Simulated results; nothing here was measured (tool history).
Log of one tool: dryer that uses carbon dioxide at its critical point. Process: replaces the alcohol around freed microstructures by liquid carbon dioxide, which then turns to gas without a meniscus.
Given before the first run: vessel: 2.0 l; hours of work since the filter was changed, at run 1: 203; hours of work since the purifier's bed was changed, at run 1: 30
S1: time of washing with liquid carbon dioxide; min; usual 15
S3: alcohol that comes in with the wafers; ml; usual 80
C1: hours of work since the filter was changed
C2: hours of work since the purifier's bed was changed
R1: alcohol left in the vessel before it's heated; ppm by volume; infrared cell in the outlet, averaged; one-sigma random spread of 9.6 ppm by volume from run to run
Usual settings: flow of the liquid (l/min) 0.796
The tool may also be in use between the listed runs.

run 1 day=0 | S1=15 flow_of_the_liquid_(l/min)=0.796 S3=80 | C1=203 C2=30 | R1=954
run 2 day=0.362 | S1=15 flow_of_the_liquid_(l/min)=0.796 S3=80 | C1=208 C2=35 | R1=972
run 3 day=0.692 | S1=15 flow_of_the_liquid_(l/min)=0.796 S3=80 | C1=212 C2=39 | R1=968
run 4 day=0.925 | S1=15 flow_of_the_liquid_(l/min)=0.868 S3=80 | C1=216 C2=42 | R1=710
run 5 day=1.304 | S1=15 flow_of_the_liquid_(l/min)=0.769 S3=80 | C1=221 C2=47 | R1=1101
run 6 day=1.604 | S1=15 flow_of_the_liquid_(l/min)=0.769 S3=80 | C1=225 C2=51 | R1=1115
-- day=1.721 inlet filter changed
run 7 day=1.996 | S1=15 flow_of_the_liquid_(l/min)=1.108 S3=80 | C1=4 C2=56 | R1=122
run 8 day=2.262 | S1=15 flow_of_the_liquid_(l/min)=0.796 S3=80 | C1=7 C2=60 | R1=553
run 9 day=2.646 | S1=15 flow_of_the_liquid_(l/min)=0.796 S3=49 | C1=12 C2=65 | R1=350
run 10 day=2.838 | S1=15 flow_of_the_liquid_(l/min)=0.796 S3=49 | C1=15 C2=67 | R1=353
run 11 day=3.004 | S1=15 flow_of_the_liquid_(l/min)=0.796 S3=113 | C1=17 C2=70 | R1=817
run 12 day=3.192 | S1=22 flow_of_the_liquid_(l/min)=0.796 S3=80 | C1=20 C2=72 | R1=90
run 13 day=3.375 | S1=22 flow_of_the_liquid_(l/min)=0.586 S3=80 | C1=22 C2=75 | R1=393
run 14 day=3.633 | S1=22 flow_of_the_liquid_(l/min)=0.586 S3=80 | C1=26 C2=78 | R1=397
run 15 day=3.883 | S1=21 flow_of_the_liquid_(l/min)=0.796 S3=80 | C1=29 C2=81 | R1=123
run 16 day=4.046 | S1=21 flow_of_the_liquid_(l/min)=0.796 S3=80 | C1=31 C2=84 | R1=112
run 17 day=4.262 | S1=21 flow_of_the_liquid_(l/min)=0.796 S3=80 | C1=34 C2=87 | R1=122
run 18 day=4.6 | S1=13 flow_of_the_liquid_(l/min)=0.644 S3=53 | C1=39 C2=91 | R1=1405
run 19 day=4.879 | S1=13 flow_of_the_liquid_(l/min)=0.644 S3=53 | C1=43 C2=95 | R1=1394
run 20 day=5.108 | S1=13 flow_of_the_liquid_(l/min)=0.644 S3=53 | C1=46 C2=98 | R1=1395
run 21 day=5.354 | S1=13 flow_of_the_liquid_(l/min)=0.644 S3=53 | C1=49 C2=101 | R1=1389
run 22 day=5.7 | S1=13 flow_of_the_liquid_(l/min)=0.644 S3=53 | C1=54 C2=106 | R1=1415
run 23 day=5.925 | S1=13 flow_of_the_liquid_(l/min)=0.644 S3=53 | C1=57 C2=109 | R1=1391
run 24 day=6.288 | S1=13 flow_of_the_liquid_(l/min)=0.644 S3=53 | C1=62 C2=114 | R1=1411
run 25 day=6.65 | S1=13 flow_of_the_liquid_(l/min)=0.644 S3=53 | C1=66 C2=119 | R1=1418
run 26 day=6.929 | S1=10 flow_of_the_liquid_(l/min)=0.558 S3=88 | C1=70 C2=122 | R1=6208
run 27 day=7.15 | S1=10 flow_of_the_liquid_(l/min)=0.558 S3=88 | C1=73 C2=125 | R1=6282
run 28 day=7.325 | S1=21 flow_of_the_liquid_(l/min)=0.558 S3=88 | C1=76 C2=128 | R1=767
run 29 day=7.683 | S1=21 flow_of_the_liquid_(l/min)=0.558 S3=88 | C1=80 C2=133 | R1=758
run 30 day=8.058 | S1=21 flow_of_the_liquid_(l/min)=1.087 S3=49 | C1=85 C2=138 | R1=30
run 31 day=8.379 | S1=16 flow_of_the_liquid_(l/min)=1.129 S3=39 | C1=90 C2=142 | R1=57
run 32 day=8.646 | S1=15 flow_of_the_liquid_(l/min)=0.592 S3=54 | C1=93 C2=146 | R1=1270
run 33 day=8.875 | S1=18 flow_of_the_liquid_(l/min)=0.485 S3=28 | C1=96 C2=149 | R1=707

Results per run with the tool's hidden condition removed, run-to-run variation unchanged:
The hidden state here: flow that reaches the vessel past the clogged filter, %; alcohol in the recycled carbon dioxide, ppm; drift of the gauge itself on alcohol_ppm, %.
run=1 R1=552
run=2 R1=561
run=3 R1=546
run=4 R1=381
run=5 R1=623
run=6 R1=625
run=7 R1=116
run=8 R1=538
run=9 R1=334
run=10 R1=334
run=11 R1=774
run=12 R1=79
run=13 R1=364
run=14 R1=364
run=15 R1=106
run=16 R1=95
run=17 R1=104
run=18 R1=1302
run=19 R1=1282
run=20 R1=1276
run=21 R1=1261
run=22 R1=1275
run=23 R1=1246
run=24 R1=1254
run=25 R1=1251
run=26 R1=5686
run=27 R1=5734
run=28 R1=626
run=29 R1=610
run=30 R1=19
run=31 R1=36
run=32 R1=1052
run=33 R1=581

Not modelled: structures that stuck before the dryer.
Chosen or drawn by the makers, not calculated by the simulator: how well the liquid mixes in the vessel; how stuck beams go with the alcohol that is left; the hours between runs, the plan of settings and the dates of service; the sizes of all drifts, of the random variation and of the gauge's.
